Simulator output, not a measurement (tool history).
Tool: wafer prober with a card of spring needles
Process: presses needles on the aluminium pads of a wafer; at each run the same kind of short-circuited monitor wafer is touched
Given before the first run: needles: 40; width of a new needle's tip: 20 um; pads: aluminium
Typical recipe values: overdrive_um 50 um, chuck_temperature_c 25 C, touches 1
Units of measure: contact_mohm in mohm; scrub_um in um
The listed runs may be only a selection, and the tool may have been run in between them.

run	hour	overdrive_um	chuck_temperature_c	touches	contact_mohm	scrub_um
1	0	50	25	1	252	9.75
# hour 6: tips cleaned on abrasive film
2	10.4	50	87	1	222	9.73
# hour 20.4: tips cleaned on abrasive film
3	26.9	50	87	1	241	9.74
# hour 34.2: tips cleaned on abrasive film
4	40.1	50	87	1	233	9.76
# hour 47.8: tips cleaned on abrasive film
5	59.7	50	87	1	278	9.73
# hour 61.4: tips cleaned on abrasive film
# hour 76.1: tips cleaned on abrasive film
6	77.3	63	87	1	185	12.25
# hour 90.1: tips cleaned on abrasive film
7	94.6	63	87	1	207	12.25
# hour 103.8: tips cleaned on abrasive film
8	110.8	63	87	1	212	12.23
# hour 117.5: tips cleaned on abrasive film
9	130	63	87	1	237	12.23
# hour 131.2: tips cleaned on abrasive film
10	144.1	68	87	1	229	13.18
# hour 145.3: tips cleaned on abrasive film
11	157.7	36	25	1	406	6.91

Estimate the outcome of run 12 from the log above:
# hour 159.5: tips cleaned on abrasive film
# hour 172.9: tips cleaned on abrasive film
12	178.8	36	25	1	?	?

contact_mohm: 309 mohm
scrub_um: 6.91 um
Take away the tool's hidden state, keep the run-to-run variation as it was, and the same run would have given contact_mohm 172 mohm, scrub_um 7.06 um.
